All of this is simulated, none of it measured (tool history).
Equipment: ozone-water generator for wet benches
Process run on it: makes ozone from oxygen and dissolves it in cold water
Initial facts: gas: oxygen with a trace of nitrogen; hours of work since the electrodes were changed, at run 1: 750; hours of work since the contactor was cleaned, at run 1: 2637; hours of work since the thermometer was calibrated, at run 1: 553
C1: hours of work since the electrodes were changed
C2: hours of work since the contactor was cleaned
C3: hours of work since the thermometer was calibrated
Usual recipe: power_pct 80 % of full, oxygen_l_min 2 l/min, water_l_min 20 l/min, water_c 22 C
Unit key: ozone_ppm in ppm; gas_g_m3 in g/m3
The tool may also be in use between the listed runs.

Run 1, hour 0: usual settings; C1 750; C2 2637; C3 553. Result: ozone_ppm 11.4 ppm, gas_g_m3 288.2 g/m3.
Run 2, hour 27.3: usual settings but water_c 21 C; C1 771; C2 2657; C3 574. Result: ozone_ppm 11.7 ppm, gas_g_m3 284.8 g/m3.
Run 3, hour 48.8: usual settings; C1 787; C2 2674; C3 590. Result: ozone_ppm 11.4 ppm, gas_g_m3 287.2 g/m3.
Run 4, hour 78: usual settings; C1 809; C2 2696; C3 612. Result: ozone_ppm 11.5 ppm, gas_g_m3 285.8 g/m3.
Run 5, hour 103.7: usual settings but power_pct 99 % of full; C1 829; C2 2715; C3 632. Result: ozone_ppm 13.1 ppm, gas_g_m3 322.1 g/m3.
Run 6, hour 120.9: usual settings but power_pct 99 % of full; C1 842; C2 2728; C3 645. Result: ozone_ppm 12.9 ppm, gas_g_m3 322 g/m3.
Run 7, hour 144.5: usual settings but power_pct 99 % of full; C1 859; C2 2746; C3 662. Result: ozone_ppm 12.6 ppm, gas_g_m3 327.4 g/m3.
Run 8, hour 158.3: usual settings but power_pct 99 % of full; C1 870; C2 2756; C3 673. Result: ozone_ppm 13.1 ppm, gas_g_m3 323 g/m3.
Run 9, hour 183.3: usual settings; C1 889; C2 2775; C3 692. Result: ozone_ppm 11.5 ppm, gas_g_m3 286.7 g/m3.
At hour 190.3: contactor cleaned.
Run 10, hour 216.6: usual settings; C1 911; C2 20; C3 714. Result: ozone_ppm 11.2 ppm, gas_g_m3 285.7 g/m3.
Run 11, hour 230.1: usual settings but oxygen_l_min 1.04 l/min, water_c 18 C; C1 921; C2 30; C3 724. Result: ozone_ppm 9.3 ppm, gas_g_m3 386.3 g/m3.
Run 12, hour 256.9: usual settings but oxygen_l_min 1.04 l/min, water_c 18 C; C1 941; C2 50; C3 744. Result: ozone_ppm 9.1 ppm, gas_g_m3 381.7 g/m3.
Run 13, hour 288.9: usual settings but oxygen_l_min 1.21 l/min, water_c 16 C; C1 966; C2 75; C3 769. Result: ozone_ppm 9.8 ppm, gas_g_m3 359.3 g/m3.
Run 14, hour 303.2: usual settings but oxygen_l_min 1.48 l/min, water_l_min 17 l/min, water_c 20 C; C1 976; C2 85; C3 779. Result: ozone_ppm 12.6 ppm, gas_g_m3 330.8 g/m3.
Run 15, hour 324.4: usual settings but oxygen_l_min 1.48 l/min, water_l_min 17 l/min, water_c 20 C; C1 992; C2 101; C3 795. Result: ozone_ppm 12.5 ppm, gas_g_m3 324 g/m3.
Run 16, hour 340.2: usual settings but oxygen_l_min 1.48 l/min, water_l_min 17 l/min, water_c 20 C; C1 1004; C2 113; C3 807. Result: ozone_ppm 12.8 ppm, gas_g_m3 328.6 g/m3.
Run 17, hour 369.4: usual settings but oxygen_l_min 1.48 l/min, water_l_min 17 l/min, water_c 20 C; C1 1026; C2 135; C3 830. Result: ozone_ppm 12.8 ppm, gas_g_m3 326.7 g/m3.

Each row is a separate what-if for the run after 17, all from the same tool condition, not one after another. Results?
At hour 389.9: contactor cleaned, once more.
Run A, hour 397: usual settings but oxygen_l_min 3.58 l/min; C1 1044; C2 5; C3 847. Result: ozone_ppm ?, gas_g_m3 ?.
At hour 389.9: contactor cleaned, once more.
Run B, hour 397: usual settings but water_c 28 C; C1 1044; C2 5; C3 847. Result: ozone_ppm ?, gas_g_m3 ?.
At hour 389.9: contactor cleaned, once more.
Run C, hour 397: usual settings but water_l_min 12 l/min, water_c 20 C; C1 1044; C2 5; C3 847. Result: ozone_ppm ?, gas_g_m3 ?.
At hour 389.9: contactor cleaned, once more.
Run D, hour 397: usual settings but oxygen_l_min 2.94 l/min, water_l_min 17 l/min, water_c 20 C; C1 1044; C2 5; C3 847. Result: ozone_ppm ?, gas_g_m3 ?.
At hour 389.9: contactor cleaned, once more.
Run E, hour 397: usual settings but oxygen_l_min 1.02 l/min, water_l_min 17 l/min, water_c 20 C; C1 1044; C2 5; C3 847. Result: ozone_ppm ?, gas_g_m3 ?.

run  ozone_ppm  gas_g_m3
  A       13.3     218.7
  B       11.2     285.5
  C       21.3       283
  D       15.7     242.2
  E       11.3     388.9
Take away the tool's hidden state, keep each run's random variation, and the runs would have read:
run  ozone_ppm  gas_g_m3
  A       13.6     222.6
  B       11.4     290.7
  C       21.7     288.1
  D         16     246.6
  E       11.5     395.9

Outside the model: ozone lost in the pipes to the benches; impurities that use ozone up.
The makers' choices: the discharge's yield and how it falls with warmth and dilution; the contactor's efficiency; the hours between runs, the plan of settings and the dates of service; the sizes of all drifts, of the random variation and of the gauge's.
